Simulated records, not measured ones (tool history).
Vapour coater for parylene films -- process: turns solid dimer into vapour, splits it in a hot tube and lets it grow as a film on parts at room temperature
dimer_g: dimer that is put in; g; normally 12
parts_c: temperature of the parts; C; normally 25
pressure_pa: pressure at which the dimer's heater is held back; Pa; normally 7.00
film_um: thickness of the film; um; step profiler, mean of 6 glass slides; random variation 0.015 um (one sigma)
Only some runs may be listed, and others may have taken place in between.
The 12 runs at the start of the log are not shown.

run     day  dimer_g  parts_c  pressure_pa  hours of work since the trap's valve was overhauled  hours of work since the table's thermometer was calibrated  film_um
 13   8.971       12       25         8.93                                                   15                                                         215     3.67
 14   9.496       12       25         8.93                                                   22                                                         222     3.69
 15  10.012       12       25         8.93                                                   28                                                         228     3.70
 16  10.729       12       25         8.93                                                   37                                                         237     3.68
 17  11.129       12       17         7.00                                                   42                                                         242     5.20
 18  12.067       12       31         7.00                                                   54                                                         253     3.12
 19  12.629       12       31         7.88                                                   60                                                         260     3.00
 20  13.050       12       24         3.88                                                   66                                                         266     4.53
 21  13.667       12       24         3.88                                                   73                                                         273     4.54
 22  14.396       19       18         7.07                                                   82                                                         282     7.83
 23  15.146       14       20         7.00                                                   92                                                         291     5.37
 24  15.646       14       20         7.00                                                   98                                                         298     5.31
 25  16.433       12       33         7.00                                                  107                                                         307     2.86
 26  16.821       12       33         7.00                                                  112                                                         312     2.86
 27  17.504       12       33         7.00                                                  121                                                         320     2.85
 28  18.200       12       33         7.00                                                  129                                                         329     2.83
 29  19.112       19       25         7.00                                                  140                                                         340     5.98
 30  19.788       15       19         7.00                                                  149                                                         349     5.85
 31  20.596        9       28         7.00                                                  159                                                         359     2.53
 32  21.442        9       28         7.00                                                  169                                                         369     2.54
 33  22.283        9       28         7.00                                                  179                                                         379     2.52
 34  23.054        5       28         5.56                                                  189                                                         389     1.46
 35  23.458       10       24         8.77                                                  194                                                         394     3.06
 36  24.050       10       24         8.77                                                  201                                                         401     3.02

4 ways to go on from here, each from the tool as it stands after run 36. What would each give?
  A  24.950       12       18         7.00                                                  212                                                         412        ?
  B  24.950        5       25        11.16                                                  212                                                         412        ?
  C  24.950        5       24         4.41                                                  212                                                         412        ?
  D  24.950       12       30         7.00                                                  212                                                         412        ?

run  film_um
  A     4.78
  B     1.38
  C     1.76
  D     3.09
Without the tool's unlogged condition, the same runs would have read:
run  film_um
  A     5.07
  B     1.47
  C     1.87
  D     3.28

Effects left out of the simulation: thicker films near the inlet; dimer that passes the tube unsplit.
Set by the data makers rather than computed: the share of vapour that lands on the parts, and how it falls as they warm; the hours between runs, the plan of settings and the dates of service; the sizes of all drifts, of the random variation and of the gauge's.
